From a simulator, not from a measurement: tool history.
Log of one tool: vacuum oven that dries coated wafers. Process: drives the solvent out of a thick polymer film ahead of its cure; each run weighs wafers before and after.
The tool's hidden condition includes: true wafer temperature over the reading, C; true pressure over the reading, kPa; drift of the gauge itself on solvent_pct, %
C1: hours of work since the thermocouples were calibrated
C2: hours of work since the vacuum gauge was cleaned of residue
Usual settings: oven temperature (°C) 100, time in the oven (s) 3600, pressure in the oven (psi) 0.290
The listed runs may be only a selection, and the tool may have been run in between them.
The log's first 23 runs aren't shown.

Run 24, day 38.396: usual settings but oven temperature (°C) 115, time in the oven (s) 2580; C1 409; C2 1006. Result: solvent left in the film (%) 0.572.
Run 25, day 40.708: usual settings but oven temperature (°C) 115, time in the oven (s) 2580, pressure in the oven (psi) 0.292; C1 450; C2 1047. Result: solvent left in the film (%) 0.572.
Run 26, day 42.875: usual settings but oven temperature (°C) 94, time in the oven (s) 2280, pressure in the oven (psi) 0.376; C1 488; C2 1085. Result: solvent left in the film (%) 5.370.
Run 27, day 44.875: usual settings but oven temperature (°C) 96, time in the oven (s) 2100, pressure in the oven (psi) 0.864; C1 523; C2 1120. Result: solvent left in the film (%) 5.911.
Run 28, day 46.908: usual settings but oven temperature (°C) 93; C1 559; C2 1156. Result: solvent left in the film (%) 3.469.
Run 29, day 49.067: usual settings but oven temperature (°C) 93; C1 597; C2 1194. Result: solvent left in the film (%) 3.459.
At day 50.225: vacuum gauge cleaned of residue and calibrated.
Run 30, day 50.279: usual settings but oven temperature (°C) 88, time in the oven (s) 4500, pressure in the oven (psi) 0.512; C1 617; C2 1. Result: solvent left in the film (%) 4.450.
Run 31, day 51.900: usual settings but oven temperature (°C) 87, time in the oven (s) 5580, pressure in the oven (psi) 0.734; C1 646; C2 29. Result: solvent left in the film (%) 4.534.
Run 32, day 53.004: usual settings but time in the oven (s) 5040; C1 665; C2 49. Result: solvent left in the film (%) 0.954.
Run 33, day 54.417: usual settings but oven temperature (°C) 109, time in the oven (s) 2640, pressure in the oven (psi) 0.589; C1 690; C2 74. Result: solvent left in the film (%) 1.346.
Run 34, day 56.129: usual settings but oven temperature (°C) 109, time in the oven (s) 2640, pressure in the oven (psi) 0.589; C1 720; C2 104. Result: solvent left in the film (%) 1.342.
Run 35, day 57.567: usual settings but oven temperature (°C) 109, time in the oven (s) 2640, pressure in the oven (psi) 0.589; C1 745; C2 129. Result: solvent left in the film (%) 1.360.
Run 36, day 59.171: usual settings but time in the oven (s) 2280, pressure in the oven (psi) 0.242; C1 774; C2 157. Result: solvent left in the film (%) 3.050.
Run 37, day 61.571: usual settings but time in the oven (s) 2280, pressure in the oven (psi) 0.242; C1 816; C2 200. Result: solvent left in the film (%) 3.059.
At day 62.212: oven's thermocouples calibrated.
Run 38, day 63.212: usual settings but oven temperature (°C) 96, time in the oven (s) 5760, pressure in the oven (psi) 0.210; C1 18; C2 227. Result: solvent left in the film (%) 1.102.
Run 39, day 65.104: usual settings but oven temperature (°C) 96, time in the oven (s) 5760, pressure in the oven (psi) 0.210; C1 51; C2 260. Result: solvent left in the film (%) 1.107.
Run 40, day 67.475: usual settings but oven temperature (°C) 98, time in the oven (s) 5760, pressure in the oven (psi) 0.331; C1 93; C2 302. Result: solvent left in the film (%) 1.115.
Run 41, day 69.325: usual settings but oven temperature (°C) 98, time in the oven (s) 5760, pressure in the oven (psi) 0.331; C1 125; C2 335. Result: solvent left in the film (%) 1.129.
Run 42, day 71.308: usual settings but oven temperature (°C) 98, time in the oven (s) 5760, pressure in the oven (psi) 0.331; C1 160; C2 369. Result: solvent left in the film (%) 1.124.
Run 43, day 72.638: usual settings but oven temperature (°C) 109, time in the oven (s) 6060, pressure in the oven (psi) 0.589; C1 183; C2 393. Result: solvent left in the film (%) 0.901.
Run 44, day 74.750: usual settings but oven temperature (°C) 109, time in the oven (s) 6060, pressure in the oven (psi) 0.589; C1 221; C2 430. Result: solvent left in the film (%) 0.897.
Run 45, day 76.429: usual settings but oven temperature (°C) 113, time in the oven (s) 5220; C1 250; C2 459. Result: solvent left in the film (%) 0.411.
Run 46, day 78.558: usual settings but oven temperature (°C) 88, time in the oven (s) 5100, pressure in the oven (psi) 0.532; C1 287; C2 497. Result: solvent left in the film (%) 4.066.

Predict each of these 4 candidate next runs independently; none follows another, all start after run 46:
Run A, day 80.892: usual settings but oven temperature (°C) 88, time in the oven (s) 5880, pressure in the oven (psi) 0.532; C1 329; C2 538. Result: solvent left in the film (%) ?.
Run B, day 80.892: usual settings but oven temperature (°C) 99, time in the oven (s) 3180, pressure in the oven (psi) 0.629; C1 329; C2 538. Result: solvent left in the film (%) ?.
Run C, day 80.892: usual settings but oven temperature (°C) 103, pressure in the oven (psi) 0.512; C1 329; C2 538. Result: solvent left in the film (%) ?.
Run D, day 80.892: usual settings but oven temperature (°C) 105, time in the oven (s) 5100, pressure in the oven (psi) 0.992; C1 329; C2 538. Result: solvent left in the film (%) ?.

run  solvent left in the film (%)
  A                         3.537
  B                         2.836
  C                         1.552
  D                         1.791
With the hidden condition removed and each run's random variation left untouched, the same runs would have given:
run  solvent left in the film (%)
  A                         3.594
  B                         2.899
  C                         1.569
  D                         1.779
